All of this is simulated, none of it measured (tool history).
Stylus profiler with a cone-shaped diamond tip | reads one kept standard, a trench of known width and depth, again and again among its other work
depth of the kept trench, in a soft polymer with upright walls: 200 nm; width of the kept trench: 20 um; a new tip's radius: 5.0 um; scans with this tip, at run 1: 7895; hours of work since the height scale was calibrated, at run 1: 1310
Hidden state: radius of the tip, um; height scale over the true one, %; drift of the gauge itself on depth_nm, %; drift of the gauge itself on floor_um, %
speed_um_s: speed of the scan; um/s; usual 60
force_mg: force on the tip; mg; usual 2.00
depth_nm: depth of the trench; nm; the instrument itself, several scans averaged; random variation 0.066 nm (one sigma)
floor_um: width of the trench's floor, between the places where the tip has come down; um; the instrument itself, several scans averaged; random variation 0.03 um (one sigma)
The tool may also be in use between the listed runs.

run	day	speed_um_s	force_mg	scans with this tip	hours of work since the height scale was calibrated	depth_nm	floor_um
1	0.000	60	2.00	7895	1310	202.30	15.95
2	2.146	60	2.00	8036	1333	202.26	15.93
3	3.638	157	2.00	8134	1350	202.39	15.73
4	5.625	21	2.00	8264	1371	202.35	15.92
5	8.296	21	2.00	8439	1400	202.33	15.97
6	11.046	60	2.00	8620	1430	202.53	15.88
7	12.500	60	4.45	8715	1446	203.22	15.86
8	14.692	60	2.00	8859	1470	202.55	15.85
9	17.325	60	1.34	9031	1498	202.16	15.77
10	19.808	60	1.34	9194	1525	202.11	15.72
11	22.208	60	1.26	9352	1552	202.13	15.81
12	24.300	60	1.26	9489	1574	202.23	15.71
13	26.304	60	1.26	9620	1596	202.23	15.70
14	28.788	60	1.26	9783	1623	202.24	15.66
15	30.983	52	1.26	9927	1647	202.29	15.69
# day 33.267: new tip fitted, height scale calibrated
16	33.683	67	2.00	28	5	201.22	17.02
17	35.946	67	2.00	176	29	201.16	17.02
18	38.221	67	2.00	325	54	201.30	16.96
19	40.404	67	2.00	468	78	201.18	16.93
20	42.846	172	2.00	628	104	201.24	16.70
21	45.342	60	2.00	792	131	201.32	16.92
22	47.908	60	2.00	960	159	201.31	16.85
23	50.550	60	2.00	1134	188	201.33	16.92
24	52.454	60	2.00	1258	209	201.35	16.86
25	54.012	60	2.00	1361	226	201.38	16.87
26	56.329	43	1.54	1513	251	201.15	16.81
27	58.804	101	5.03	1675	278	202.45	16.77
28	60.796	33	3.33	1805	300	201.93	16.85
29	62.200	33	3.33	1897	315	201.99	16.80
30	64.412	85	0.90	2043	339	201.07	16.52
31	66.712	60	4.27	2193	364	202.22	16.70
32	68.996	53	2.52	2343	389	201.60	16.72
33	71.633	175	3.64	2516	417	202.07	16.52
34	74.058	175	3.64	2675	444	202.16	16.48
35	75.812	175	3.64	2790	463	202.25	16.50
36	77.400	76	5.13	2894	480	202.69	16.59
37	80.021	76	5.13	3066	509	202.55	16.63
38	81.608	76	5.13	3170	526	202.67	16.60
39	83.717	159	2.00	3308	549	201.63	16.31
40	85.533	50	1.41	3427	569	201.42	16.52
41	87.642	50	1.41	3566	592	201.31	16.52
42	90.371	21	1.87	3745	621	201.67	16.56
43	93.075	21	1.87	3922	651	201.70	16.52
44	94.854	21	1.87	4039	670	201.63	16.57
45	97.117	41	0.73	4187	695	201.24	16.36
46	99.542	39	0.75	4346	721	201.32	16.39

Some steps in depth_nm between neighbouring runs. How much of each would the tool show without its hidden state too (settings, what came in, random variation), and how much is left for the hidden state, with any gauge scatter that isn't in both results?
Run 4 -> 5: no setting changed, nothing entered. depth_nm -0.02 nm: hidden state +0.03, all else -0.05.
Run 15 -> 16: speed_um_s 52 -> 67, force_mg 1.26 -> 2.00, new tip fitted, height scale calibrated. depth_nm -1.07 nm: hidden state -1.40, all else +0.33.
Run 26 -> 27: speed_um_s 43 -> 101, force_mg 1.54 -> 5.03. depth_nm +1.30 nm: hidden state +0.03, all else +1.27.
Run 30 -> 31: speed_um_s 85 -> 60, force_mg 0.90 -> 4.27. depth_nm +1.15 nm: hidden state +0.02, all else +1.13.
Run 32 -> 33: speed_um_s 53 -> 175, force_mg 2.52 -> 3.64. depth_nm +0.47 nm: hidden state +0.04, all else +0.43.

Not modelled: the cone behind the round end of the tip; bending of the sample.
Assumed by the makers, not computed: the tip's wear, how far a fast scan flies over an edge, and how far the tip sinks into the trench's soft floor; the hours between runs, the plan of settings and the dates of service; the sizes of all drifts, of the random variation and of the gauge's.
